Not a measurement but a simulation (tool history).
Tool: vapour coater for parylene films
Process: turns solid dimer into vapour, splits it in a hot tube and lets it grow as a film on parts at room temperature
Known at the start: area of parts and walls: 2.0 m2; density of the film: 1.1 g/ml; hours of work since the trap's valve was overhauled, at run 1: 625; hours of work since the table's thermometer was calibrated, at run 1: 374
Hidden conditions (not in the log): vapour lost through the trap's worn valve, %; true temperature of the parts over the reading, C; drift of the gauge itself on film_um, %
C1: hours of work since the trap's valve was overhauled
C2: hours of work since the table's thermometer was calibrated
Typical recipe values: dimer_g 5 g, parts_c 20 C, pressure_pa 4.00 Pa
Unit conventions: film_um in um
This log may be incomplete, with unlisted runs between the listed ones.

Run 1, day 0.000: usual settings; C1 625; C2 374. Result: film_um 1.542 um.
At day 0.617: trap's valve overhauled.
Run 2, day 1.221: usual settings but pressure_pa 9.62 Pa; C1 10; C2 391. Result: film_um 1.412 um.
Run 3, day 1.742: usual settings but pressure_pa 9.62 Pa; C1 18; C2 399. Result: film_um 1.404 um.
Run 4, day 2.312: usual settings; C1 27; C2 408. Result: film_um 1.633 um.
Run 5, day 2.842: usual settings but dimer_g 8 g; C1 36; C2 417. Result: film_um 2.622 um.
Run 6, day 3.925: usual settings but dimer_g 8 g; C1 53; C2 434. Result: film_um 2.605 um.
Run 7, day 4.425: usual settings but dimer_g 8 g; C1 61; C2 442. Result: film_um 2.611 um.
Run 8, day 5.088: usual settings but parts_c 13 C; C1 72; C2 453. Result: film_um 2.196 um.
Run 9, day 5.979: usual settings but parts_c 31 C; C1 86; C2 467. Result: film_um 0.991 um.
Run 10, day 7.158: usual settings but parts_c 31 C; C1 105; C2 486. Result: film_um 0.992 um.
Run 11, day 7.671: usual settings but parts_c 31 C; C1 113; C2 494. Result: film_um 0.989 um.
Run 12, day 8.321: usual settings; C1 124; C2 505. Result: film_um 1.627 um.
Run 13, day 8.875: usual settings but parts_c 12 C; C1 133; C2 514. Result: film_um 2.193 um.
Run 14, day 9.471: usual settings but parts_c 12 C; C1 142; C2 523. Result: film_um 2.178 um.
Run 15, day 10.271: usual settings but parts_c 12 C; C1 155; C2 536. Result: film_um 2.187 um.
Run 16, day 11.092: usual settings but parts_c 22 C; C1 168; C2 549. Result: film_um 1.485 um.
Run 17, day 11.721: usual settings but parts_c 22 C; C1 179; C2 560. Result: film_um 1.489 um.
Run 18, day 12.475: usual settings; C1 191; C2 572. Result: film_um 1.633 um.
Run 19, day 12.954: usual settings but dimer_g 4 g, parts_c 14 C, pressure_pa 6.49 Pa; C1 198; C2 579. Result: film_um 1.581 um.
Run 20, day 13.962: usual settings but dimer_g 4 g, parts_c 14 C, pressure_pa 6.49 Pa; C1 215; C2 596. Result: film_um 1.574 um.
Run 21, day 14.892: usual settings but pressure_pa 4.09 Pa; C1 229; C2 611. Result: film_um 1.630 um.
Run 22, day 15.633: usual settings but dimer_g 4 g, pressure_pa 2.25 Pa; C1 241; C2 622. Result: film_um 1.436 um.
Run 23, day 16.354: usual settings but dimer_g 4 g, pressure_pa 2.25 Pa; C1 253; C2 634. Result: film_um 1.427 um.
Run 24, day 17.133: usual settings but dimer_g 6 g, parts_c 19 C, pressure_pa 2.25 Pa; C1 265; C2 647. Result: film_um 2.259 um.
Run 25, day 18.271: usual settings but dimer_g 9 g, parts_c 15 C, pressure_pa 2.25 Pa; C1 284; C2 665. Result: film_um 3.850 um.
Run 26, day 18.746: usual settings but dimer_g 4 g, parts_c 25 C, pressure_pa 9.27 Pa; C1 291; C2 673. Result: film_um 0.897 um.
Run 27, day 19.667: usual settings but parts_c 18 C; C1 306; C2 687. Result: film_um 1.782 um.
Run 28, day 20.150: usual settings but parts_c 18 C, pressure_pa 10.57 Pa; C1 314; C2 695. Result: film_um 1.502 um.
Run 29, day 21.200: usual settings but dimer_g 8 g, parts_c 29 C, pressure_pa 2.38 Pa; C1 331; C2 712. Result: film_um 1.899 um.
Run 30, day 22.108: usual settings but dimer_g 8 g, parts_c 14 C, pressure_pa 4.15 Pa; C1 346; C2 727. Result: film_um 3.383 um.
Run 31, day 23.200: usual settings but dimer_g 8 g, parts_c 14 C, pressure_pa 3.40 Pa; C1 363; C2 744. Result: film_um 3.416 um.
Run 32, day 23.712: usual settings but parts_c 15 C; C1 371; C2 752. Result: film_um 2.042 um.
Run 33, day 24.267: usual settings but dimer_g 6 g, pressure_pa 6.92 Pa; C1 380; C2 761. Result: film_um 1.770 um.
Run 34, day 25.325: usual settings but dimer_g 2 g, pressure_pa 3.50 Pa; C1 397; C2 778. Result: film_um 0.664 um.
Run 35, day 26.429: usual settings but dimer_g 2 g, pressure_pa 3.50 Pa; C1 415; C2 796. Result: film_um 0.662 um.

Selected run-to-run steps in film_um, each split into two signed amounts: the part the tool would show with no hidden state at all (from settings, incoming material and random variation), and the remainder, which goes to the hidden state together with any gauge scatter not common to the measured and the hidden-state-free results:
Run 24 -> 25: dimer_g 6 -> 9, parts_c 19 -> 15. film_um +1.591 um: hidden state -0.151, all else +1.742.
Run 25 -> 26: dimer_g 9 -> 4, parts_c 15 -> 25, pressure_pa 2.25 -> 9.27. film_um -2.953 um: hidden state +0.120, all else -3.073.
Run 29 -> 30: parts_c 29 -> 14, pressure_pa 2.38 -> 4.15. film_um +1.484 um: hidden state +0.030, all else +1.454.
Run 30 -> 31: pressure_pa 4.15 -> 3.40. film_um +0.033 um: hidden state -0.096, all else +0.129.
